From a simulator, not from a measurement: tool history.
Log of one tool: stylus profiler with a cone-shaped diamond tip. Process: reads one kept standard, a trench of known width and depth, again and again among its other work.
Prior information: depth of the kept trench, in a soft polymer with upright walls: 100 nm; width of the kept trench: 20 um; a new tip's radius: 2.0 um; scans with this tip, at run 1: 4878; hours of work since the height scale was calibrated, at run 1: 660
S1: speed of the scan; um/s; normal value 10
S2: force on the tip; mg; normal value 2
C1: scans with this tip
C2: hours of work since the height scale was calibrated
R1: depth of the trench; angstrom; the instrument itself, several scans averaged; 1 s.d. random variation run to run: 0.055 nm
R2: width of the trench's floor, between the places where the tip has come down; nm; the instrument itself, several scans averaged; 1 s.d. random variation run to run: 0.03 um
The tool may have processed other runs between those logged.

run	hour	S1	S2	C1	C2	R1	R2
1	0	10	2	4878	660	1007	18440
2	17.3	10	2	4958	671	1007.8	18480
3	40.7	10	2	5065	685	1007.4	18440
4	53.1	10	2	5122	693	1007.6	18480
5	73.9	10	2	5218	706	1007.9	18520
6	97.6	10	2	5328	721	1007.3	18410
7	125.6	10	2.78	5456	738	1010.1	18460
8	148.5	10	3.3	5562	752	1011.7	18480
9	168.8	10	3.3	5655	765	1011.3	18460
10	185.8	10	2	5733	776	1005.7	18410
11	207.4	5	2	5832	789	1006.9	18500
12	233	10	1.96	5950	805	1006.6	18400
13	247.3	10	1.96	6016	814	1007	18450
14	272.2	4	2	6130	829	1007.1	18420
15	300.7	4	2	6262	847	1006.4	18440
16	320.6	4	2	6353	860	1006.5	18460
17	349.8	4	2	6488	878	1005.8	18470
18	375.9	10	2	6608	894	1006.7	18380
19	389.9	10	5.9	6672	903	1018.1	18410
20	416.4	10	5.9	6794	919	1017.8	18470
21	446.8	10	2.33	6934	938	1007.1	18360
22	469.2	10	2.33	7037	952	1006.9	18330
23	489.5	10	3.69	7130	965	1010.9	18400
24	519.9	10	3.69	7270	984	1011.3	18430
25	544.4	3	1.94	7383	999	1006	18420
26	564.2	9	0.67	7474	1011	1000.4	18310
27	579.6	16	2.14	7545	1021	1006.5	18310
28	609.9	5	0.9	7684	1040	1001.8	18370
29	624.8	12	2.94	7753	1049	1010	18380
30	646.5	12	2.94	7853	1062	1008.4	18330
31	674	19	1.58	7979	1080	1003.8	18300
32	698	5	4.75	8090	1094	1013.3	18420
33	720.6	36	2	8193	1109	1005.3	18140
34	742.6	21	4.87	8295	1122	1014	18320
35	767.4	21	4.87	8409	1138	1014.2	18270
36	796.5	3	1.16	8543	1156	1002.1	18380
37	820.8	3	2.69	8654	1171	1007.4	18370
38	845	6	1.02	8766	1186	1001.6	18300
39	871.3	6	1.02	8887	1202	999.9	18390

5 ways to go on from here, each from the tool as it stands after run 39. What would each give?
A	886	6	0.71	8954	1211	?	?
B	886	4	3.27	8954	1211	?	?
C	886	3	3.97	8954	1211	?	?
D	886	12	2.01	8954	1211	?	?
E	886	18	1.02	8954	1211	?	?

run	R1	R2
A	999.4	18320
B	1009.6	18340
C	1011.4	18400
D	1004	18300
E	1001.2	18190
Without the tool's unlogged condition, the same runs would have read:
run	R1	R2
A	1005.9	18690
B	1016.1	18710
C	1018	18760
D	1010.5	18670
E	1007.7	18550
